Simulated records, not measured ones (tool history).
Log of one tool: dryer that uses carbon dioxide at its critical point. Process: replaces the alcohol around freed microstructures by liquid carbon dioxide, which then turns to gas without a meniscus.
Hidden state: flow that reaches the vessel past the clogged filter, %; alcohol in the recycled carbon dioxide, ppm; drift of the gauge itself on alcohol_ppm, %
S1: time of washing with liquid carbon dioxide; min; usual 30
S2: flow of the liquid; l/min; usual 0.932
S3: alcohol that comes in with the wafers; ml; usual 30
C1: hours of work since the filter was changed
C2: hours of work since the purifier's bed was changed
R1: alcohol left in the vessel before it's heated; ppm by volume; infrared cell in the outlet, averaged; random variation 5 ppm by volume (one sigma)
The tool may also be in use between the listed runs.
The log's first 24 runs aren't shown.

run	hour	S1	S2	S3	C1	C2	R1
25	245.8	25	0.932	30	66	306	157
26	257.7	27	1.122	63	71	311	141
27	268.8	19	0.932	21	75	316	264
28	277.8	21	1.523	21	79	320	112
29	290.7	44	1.255	21	85	326	103
30	302.5	44	1.255	21	90	331	98
31	314.8	24	0.681	30	95	336	396
32	325.2	32	1.105	45	100	340	118
33	334.6	32	1.105	45	104	344	116
34	343.3	32	1.105	45	107	348	125
35	354.5	27	0.932	25	112	353	161
36	363.7	34	1.048	44	116	357	115
37	375.9	18	1.274	23	121	362	181
38	382.6	20	0.828	30	124	365	418
39	388.9	20	0.828	30	127	368	428
40	399.6	35	1.32	91	132	372	117

3 ways to go on from here, each from the tool as it stands after run 40. What would each give?
A	408.4	43	0.813	76	135	376	?
B	408.4	30	0.932	43	135	376	?
C	408.4	31	0.57	48	135	376	?

run	R1
A	143
B	173
C	507
Without the tool's hidden state the same runs would have given:
run	R1
A	22
B	40
C	300
